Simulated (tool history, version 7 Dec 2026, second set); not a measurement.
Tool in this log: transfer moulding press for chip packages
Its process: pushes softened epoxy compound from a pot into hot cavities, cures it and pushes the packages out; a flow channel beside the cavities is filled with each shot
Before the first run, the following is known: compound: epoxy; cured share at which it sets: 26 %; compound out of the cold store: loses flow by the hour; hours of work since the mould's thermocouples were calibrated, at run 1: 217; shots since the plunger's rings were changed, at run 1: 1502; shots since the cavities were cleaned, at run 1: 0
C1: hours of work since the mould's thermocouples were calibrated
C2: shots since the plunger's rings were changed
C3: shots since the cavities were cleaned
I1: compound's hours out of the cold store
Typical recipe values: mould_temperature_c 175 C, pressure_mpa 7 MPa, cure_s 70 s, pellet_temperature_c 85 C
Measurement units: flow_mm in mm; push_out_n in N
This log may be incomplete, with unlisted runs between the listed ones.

{"run": 1, "hour": 0.0, "mould_temperature_c": 175, "pressure_mpa": 7, "cure_s": 70, "pellet_temperature_c": 85, "C1": 217, "C2": 1502, "C3": 0, "I1": 16, "flow_mm": 842, "push_out_n": 301}
{"run": 2, "hour": 13.8, "mould_temperature_c": 175, "pressure_mpa": 6.16, "cure_s": 70, "pellet_temperature_c": 85, "C1": 227, "C2": 1724, "C3": 222, "I1": 41.1, "flow_mm": 702, "push_out_n": 305}
{"run": 3, "hour": 24.0, "mould_temperature_c": 175, "pressure_mpa": 6.16, "cure_s": 70, "pellet_temperature_c": 85, "C1": 234, "C2": 1888, "C3": 386, "I1": 47.6, "flow_mm": 684, "push_out_n": 329}
{"run": 4, "hour": 46.0, "mould_temperature_c": 179, "pressure_mpa": 7, "cure_s": 70, "pellet_temperature_c": 85, "C1": 250, "C2": 2243, "C3": 741, "I1": 47.1, "flow_mm": 723, "push_out_n": 313}
{"hour": 61.6, "done": "cavities cleaned with cleaning compound and waxed"}
{"run": 5, "hour": 66.4, "mould_temperature_c": 175, "pressure_mpa": 6.55, "cure_s": 70, "pellet_temperature_c": 85, "C1": 263, "C2": 2546, "C3": 77, "I1": 33.5, "flow_mm": 749, "push_out_n": 443}
{"run": 6, "hour": 82.8, "mould_temperature_c": 175, "pressure_mpa": 6.55, "cure_s": 70, "pellet_temperature_c": 85, "C1": 275, "C2": 2810, "C3": 341, "I1": 32.6, "flow_mm": 734, "push_out_n": 436}
{"run": 7, "hour": 95.8, "mould_temperature_c": 175, "pressure_mpa": 6.55, "cure_s": 70, "pellet_temperature_c": 85, "C1": 284, "C2": 3020, "C3": 551, "I1": 45.1, "flow_mm": 693, "push_out_n": 417}
{"run": 8, "hour": 108.9, "mould_temperature_c": 175, "pressure_mpa": 6.55, "cure_s": 70, "pellet_temperature_c": 85, "C1": 293, "C2": 3231, "C3": 762, "I1": 38.2, "flow_mm": 717, "push_out_n": 430}
{"hour": 124.8, "done": "cavities cleaned with cleaning compound and waxed"}
{"run": 9, "hour": 129.5, "mould_temperature_c": 175, "pressure_mpa": 7, "cure_s": 70, "pellet_temperature_c": 89, "C1": 307, "C2": 3538, "C3": 75, "I1": 36.2, "flow_mm": 735, "push_out_n": 289}
{"hour": 140.2, "done": "cavities cleaned with cleaning compound and waxed, once more"}
{"run": 10, "hour": 149.1, "mould_temperature_c": 180, "pressure_mpa": 7, "cure_s": 70, "pellet_temperature_c": 85, "C1": 320, "C2": 3829, "C3": 142, "I1": 12.7, "flow_mm": 809, "push_out_n": 250}
{"run": 11, "hour": 166.1, "mould_temperature_c": 175, "pressure_mpa": 7, "cure_s": 70, "pellet_temperature_c": 85, "C1": 332, "C2": 4103, "C3": 416, "I1": 37.4, "flow_mm": 725, "push_out_n": 343}
{"run": 12, "hour": 184.4, "mould_temperature_c": 175, "pressure_mpa": 7, "cure_s": 70, "pellet_temperature_c": 85, "C1": 345, "C2": 4398, "C3": 711, "I1": 35.2, "flow_mm": 737, "push_out_n": 368}
{"run": 13, "hour": 193.9, "mould_temperature_c": 175, "pressure_mpa": 7, "cure_s": 70, "pellet_temperature_c": 85, "C1": 352, "C2": 4551, "C3": 864, "I1": 43.9, "flow_mm": 712, "push_out_n": 371}
{"hour": 202.4, "done": "cavities cleaned with cleaning compound and waxed"}
{"run": 14, "hour": 214.4, "mould_temperature_c": 175, "pressure_mpa": 7, "cure_s": 70, "pellet_temperature_c": 85, "C1": 365, "C2": 4856, "C3": 193, "I1": 8, "flow_mm": 815, "push_out_n": 325}
{"run": 15, "hour": 228.9, "mould_temperature_c": 171, "pressure_mpa": 7.57, "cure_s": 50, "pellet_temperature_c": 87, "C1": 376, "C2": 5089, "C3": 426, "I1": 46.4, "flow_mm": 735, "push_out_n": 967}
{"run": 16, "hour": 242.2, "mould_temperature_c": 171, "pressure_mpa": 6.93, "cure_s": 50, "pellet_temperature_c": 80, "C1": 385, "C2": 5304, "C3": 641, "I1": 15.9, "flow_mm": 796, "push_out_n": 1142}
{"hour": 265.1, "done": "cavities cleaned with cleaning compound and waxed"}
{"run": 17, "hour": 265.1, "mould_temperature_c": 182, "pressure_mpa": 6.93, "cure_s": 50, "pellet_temperature_c": 86, "C1": 401, "C2": 5647, "C3": 0, "I1": 21.4, "flow_mm": 742, "push_out_n": 469}
{"run": 18, "hour": 275.7, "mould_temperature_c": 170, "pressure_mpa": 7, "cure_s": 85, "pellet_temperature_c": 75, "C1": 408, "C2": 5818, "C3": 171, "I1": 13.8, "flow_mm": 802, "push_out_n": 306}
{"run": 19, "hour": 297.1, "mould_temperature_c": 178, "pressure_mpa": 5.62, "cure_s": 99, "pellet_temperature_c": 85, "C1": 423, "C2": 6163, "C3": 516, "I1": 14.8, "flow_mm": 695, "push_out_n": 248}
{"hour": 309.7, "done": "plunger's sealing rings changed"}
{"run": 20, "hour": 320.7, "mould_temperature_c": 169, "pressure_mpa": 7, "cure_s": 81, "pellet_temperature_c": 87, "C1": 438, "C2": 177, "C3": 856, "I1": 10.1, "flow_mm": 906, "push_out_n": 427}
{"hour": 330.9, "done": "cavities cleaned with cleaning compound and waxed"}
{"run": 21, "hour": 337.6, "mould_temperature_c": 173, "pressure_mpa": 7, "cure_s": 81, "pellet_temperature_c": 83, "C1": 449, "C2": 425, "C3": 108, "I1": 17.3, "flow_mm": 863, "push_out_n": 245}
{"run": 22, "hour": 356.6, "mould_temperature_c": 173, "pressure_mpa": 7, "cure_s": 81, "pellet_temperature_c": 83, "C1": 463, "C2": 730, "C3": 413, "I1": 13.5, "flow_mm": 875, "push_out_n": 295}
{"run": 23, "hour": 371.4, "mould_temperature_c": 173, "pressure_mpa": 7, "cure_s": 81, "pellet_temperature_c": 83, "C1": 473, "C2": 968, "C3": 651, "I1": 8.5, "flow_mm": 889, "push_out_n": 312}
{"run": 24, "hour": 385.1, "mould_temperature_c": 175, "pressure_mpa": 6.22, "cure_s": 93, "pellet_temperature_c": 85, "C1": 483, "C2": 1189, "C3": 872, "I1": 10.3, "flow_mm": 815, "push_out_n": 273}
{"hour": 392.4, "done": "cavities cleaned with cleaning compound and waxed"}
{"run": 25, "hour": 408.6, "mould_temperature_c": 182, "pressure_mpa": 5.56, "cure_s": 70, "pellet_temperature_c": 85, "C1": 499, "C2": 1544, "C3": 262, "I1": 39.1, "flow_mm": 671, "push_out_n": 237}
{"run": 26, "hour": 426.7, "mould_temperature_c": 182, "pressure_mpa": 5.56, "cure_s": 65, "pellet_temperature_c": 85, "C1": 512, "C2": 1834, "C3": 552, "I1": 45, "flow_mm": 640, "push_out_n": 294}
{"run": 27, "hour": 445.1, "mould_temperature_c": 182, "pressure_mpa": 5.56, "cure_s": 65, "pellet_temperature_c": 85, "C1": 525, "C2": 2130, "C3": 848, "I1": 32, "flow_mm": 673, "push_out_n": 308}
{"hour": 454.4, "done": "cavities cleaned with cleaning compound and waxed"}
{"run": 28, "hour": 458.1, "mould_temperature_c": 181, "pressure_mpa": 8, "cure_s": 59, "pellet_temperature_c": 82, "C1": 533, "C2": 2315, "C3": 60, "I1": 47.1, "flow_mm": 753, "push_out_n": 303}

For each run, the measured value with the value that run would have given without the tool's hidden condition subtracted. The run-to-run variation is shared by both, the gauge scatter possibly not:
What the log doesn't record here: true mould temperature over the reading, C; pressure that reaches the compound, % of what is set; grip of the stained cavities, % over clean ones'; drift of the gauge itself on flow_mm, %; drift of the gauge itself on push_out_n, %.
run=1 flow_mm=-26 push_out_n=-11
run=2 flow_mm=-24 push_out_n=+31
run=3 flow_mm=-25 push_out_n=+51
run=4 flow_mm=-32 push_out_n=+76
run=5 flow_mm=-37 push_out_n=+145
run=6 flow_mm=-40 push_out_n=+145
run=7 flow_mm=-41 push_out_n=+137
run=8 flow_mm=-45 push_out_n=+137
run=9 flow_mm=-51 push_out_n=+0
run=10 flow_mm=-60 push_out_n=+14
run=11 flow_mm=-58 push_out_n=+48
run=12 flow_mm=-63 push_out_n=+78
run=13 flow_mm=-64 push_out_n=+86
run=14 flow_mm=-79 push_out_n=+16
run=15 flow_mm=-75 push_out_n=+163
run=16 flow_mm=-84 push_out_n=+255
run=17 flow_mm=-83 push_out_n=-25
run=18 flow_mm=-94 push_out_n=+16
run=19 flow_mm=-86 push_out_n=+57
run=20 flow_mm=-9 push_out_n=+89
run=21 flow_mm=-12 push_out_n=+4
run=22 flow_mm=-16 push_out_n=+42
run=23 flow_mm=-21 push_out_n=+60
run=24 flow_mm=-22 push_out_n=+74
run=25 flow_mm=-22 push_out_n=+28
run=26 flow_mm=-23 push_out_n=+57
run=27 flow_mm=-28 push_out_n=+73
run=28 flow_mm=-34 push_out_n=-8

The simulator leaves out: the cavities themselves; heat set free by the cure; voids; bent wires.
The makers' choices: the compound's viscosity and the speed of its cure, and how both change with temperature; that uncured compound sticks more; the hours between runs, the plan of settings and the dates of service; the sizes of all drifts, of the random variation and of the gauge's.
